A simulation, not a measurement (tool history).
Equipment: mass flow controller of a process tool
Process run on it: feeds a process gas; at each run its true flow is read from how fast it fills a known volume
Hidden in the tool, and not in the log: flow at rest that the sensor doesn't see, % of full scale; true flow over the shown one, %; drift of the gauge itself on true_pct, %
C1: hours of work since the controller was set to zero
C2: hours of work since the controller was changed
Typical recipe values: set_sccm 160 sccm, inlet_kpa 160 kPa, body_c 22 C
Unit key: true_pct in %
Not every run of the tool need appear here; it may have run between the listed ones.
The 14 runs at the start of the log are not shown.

run 15 hour=809 | set_sccm=160 inlet_kpa=160 body_c=27 | C1=1235 C2=1235 | true_pct=99.84
run 16 hour=873 | set_sccm=160 inlet_kpa=160 body_c=27 | C1=1263 C2=1263 | true_pct=99.84
run 17 hour=917.4 | set_sccm=160 inlet_kpa=160 body_c=27 | C1=1283 C2=1283 | true_pct=99.85
run 18 hour=956 | set_sccm=160 inlet_kpa=225 body_c=22 | C1=1299 C2=1299 | true_pct=100.03
run 19 hour=991.2 | set_sccm=160 inlet_kpa=225 body_c=22 | C1=1315 C2=1315 | true_pct=100.1
run 20 hour=1043.3 | set_sccm=49 inlet_kpa=164 body_c=27 | C1=1337 C2=1337 | true_pct=98.36
run 21 hour=1118.8 | set_sccm=49 inlet_kpa=164 body_c=27 | C1=1370 C2=1370 | true_pct=98.38
run 22 hour=1160.4 | set_sccm=49 inlet_kpa=164 body_c=27 | C1=1388 C2=1388 | true_pct=98.31
run 23 hour=1231 | set_sccm=63 inlet_kpa=213 body_c=27 | C1=1419 C2=1419 | true_pct=98.43
run 24 hour=1265.2 | set_sccm=63 inlet_kpa=213 body_c=27 | C1=1434 C2=1434 | true_pct=98.48
run 25 hour=1304.3 | set_sccm=63 inlet_kpa=213 body_c=27 | C1=1451 C2=1451 | true_pct=98.41
run 26 hour=1358.9 | set_sccm=63 inlet_kpa=213 body_c=27 | C1=1475 C2=1475 | true_pct=98.41
run 27 hour=1412.7 | set_sccm=24 inlet_kpa=172 body_c=22 | C1=1498 C2=1498 | true_pct=97.1
run 28 hour=1496 | set_sccm=75 inlet_kpa=160 body_c=22 | C1=1535 C2=1535 | true_pct=99.59
run 29 hour=1566.3 | set_sccm=174 inlet_kpa=154 body_c=22 | C1=1565 C2=1565 | true_pct=100.46
run 30 hour=1624 | set_sccm=160 inlet_kpa=167 body_c=26 | C1=1591 C2=1591 | true_pct=99.96
run 31 hour=1695.2 | set_sccm=160 inlet_kpa=167 body_c=26 | C1=1622 C2=1622 | true_pct=99.89
run 32 hour=1758.2 | set_sccm=66 inlet_kpa=160 body_c=24 | C1=1649 C2=1649 | true_pct=99.16
run 33 hour=1813.9 | set_sccm=66 inlet_kpa=160 body_c=24 | C1=1673 C2=1673 | true_pct=99
run 34 hour=1857.3 | set_sccm=160 inlet_kpa=182 body_c=38 | C1=1692 C2=1692 | true_pct=98.42
run 35 hour=1899.2 | set_sccm=160 inlet_kpa=182 body_c=38 | C1=1711 C2=1711 | true_pct=98.43
run 36 hour=1975.6 | set_sccm=28 inlet_kpa=196 body_c=28 | C1=1744 C2=1744 | true_pct=96.38
run 37 hour=2031.9 | set_sccm=126 inlet_kpa=165 body_c=32 | C1=1768 C2=1768 | true_pct=98.99

What if the next run were any one of these 5? Each begins from the tool's condition after run 37:
run A hour=2090 | set_sccm=126 inlet_kpa=156 body_c=32 | C1=1794 C2=1794 | true_pct=?
run B hour=2090 | set_sccm=126 inlet_kpa=234 body_c=32 | C1=1794 C2=1794 | true_pct=?
run C hour=2090 | set_sccm=40 inlet_kpa=160 body_c=22 | C1=1794 C2=1794 | true_pct=?
run D hour=2090 | set_sccm=126 inlet_kpa=254 body_c=22 | C1=1794 C2=1794 | true_pct=?
run E hour=2090 | set_sccm=126 inlet_kpa=245 body_c=33 | C1=1794 C2=1794 | true_pct=?

run=A true_pct=98.92
run=B true_pct=98.72
run=C true_pct=98.13
run=D true_pct=99.79
run=E true_pct=98.53
Without the tool's unlogged condition, the same runs would have read:
run=A true_pct=99.04
run=B true_pct=98.84
run=C true_pct=99.86
run=D true_pct=99.92
run=E true_pct=98.65

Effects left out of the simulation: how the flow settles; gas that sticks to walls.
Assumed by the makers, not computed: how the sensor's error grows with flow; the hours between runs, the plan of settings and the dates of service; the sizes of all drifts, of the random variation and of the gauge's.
